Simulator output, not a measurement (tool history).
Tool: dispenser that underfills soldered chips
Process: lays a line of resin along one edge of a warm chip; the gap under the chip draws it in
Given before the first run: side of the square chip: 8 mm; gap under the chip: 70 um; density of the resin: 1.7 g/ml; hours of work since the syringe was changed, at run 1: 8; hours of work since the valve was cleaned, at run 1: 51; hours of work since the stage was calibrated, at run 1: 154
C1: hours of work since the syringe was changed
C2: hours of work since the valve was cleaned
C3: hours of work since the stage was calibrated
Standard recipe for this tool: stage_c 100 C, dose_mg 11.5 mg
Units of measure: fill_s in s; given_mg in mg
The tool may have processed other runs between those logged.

run 1 day=0.000 | stage_c=100 dose_mg=11.5 | C1=8 C2=51 C3=154 | fill_s=107.4 given_mg=11.26
run 2 day=0.133 | stage_c=100 dose_mg=11.5 | C1=11 C2=53 C3=156 | fill_s=125.3 given_mg=11.24
-- day=0.183 new syringe of resin
run 3 day=0.350 | stage_c=100 dose_mg=11.5 | C1=3 C2=57 C3=160 | fill_s=79.2 given_mg=11.20
run 4 day=0.467 | stage_c=100 dose_mg=11.5 | C1=5 C2=59 C3=162 | fill_s=88.7 given_mg=11.24
run 5 day=0.662 | stage_c=100 dose_mg=11.5 | C1=9 C2=63 C3=165 | fill_s=110.7 given_mg=11.20
-- day=0.833 new syringe of resin
-- day=0.875 dispensing valve cleaned and set on the balance
run 6 day=0.925 | stage_c=101 dose_mg=11.5 | C1=1 C2=1 C3=169 | fill_s=65.2 given_mg=11.51
run 7 day=1.092 | stage_c=101 dose_mg=11.5 | C1=4 C2=4 C3=172 | fill_s=78.7 given_mg=11.53
run 8 day=1.279 | stage_c=100 dose_mg=13.5 | C1=7 C2=7 C3=175 | fill_s=98.5 given_mg=13.49
run 9 day=1.421 | stage_c=107 dose_mg=12.9 | C1=10 C2=10 C3=178 | fill_s=88.1 given_mg=12.92
-- day=1.525 new syringe of resin
run 10 day=1.604 | stage_c=93 dose_mg=11.6 | C1=1 C2=13 C3=181 | fill_s=93.1 given_mg=11.61
run 11 day=1.783 | stage_c=93 dose_mg=11.6 | C1=5 C2=16 C3=184 | fill_s=116.1 given_mg=11.56
run 12 day=1.917 | stage_c=93 dose_mg=11.6 | C1=7 C2=18 C3=187 | fill_s=132.0 given_mg=11.53
run 13 day=2.096 | stage_c=87 dose_mg=11.5 | C1=10 C2=22 C3=190 | fill_s=210.4 given_mg=11.44

Per-run results on a tool with no hidden state, each run keeping its own random variation:
Hidden state at play: resin's viscosity, % of fresh resin's; dose that the valve gives, % of what is set; true chip temperature over the reading, C; drift of the gauge itself on fill_s, %; drift of the gauge itself on given_mg, %.
run=1 fill_s=65.7 given_mg=11.49
run=2 fill_s=66.3 given_mg=11.48
run=3 fill_s=68.0 given_mg=11.46
run=4 fill_s=66.7 given_mg=11.51
run=5 fill_s=67.1 given_mg=11.49
run=6 fill_s=64.4 given_mg=11.48
run=7 fill_s=64.5 given_mg=11.51
run=8 fill_s=65.4 given_mg=13.49
run=9 fill_s=49.8 given_mg=12.93
run=10 fill_s=88.9 given_mg=11.64
run=11 fill_s=90.7 given_mg=11.60
run=12 fill_s=88.8 given_mg=11.59
run=13 fill_s=116.1 given_mg=11.51

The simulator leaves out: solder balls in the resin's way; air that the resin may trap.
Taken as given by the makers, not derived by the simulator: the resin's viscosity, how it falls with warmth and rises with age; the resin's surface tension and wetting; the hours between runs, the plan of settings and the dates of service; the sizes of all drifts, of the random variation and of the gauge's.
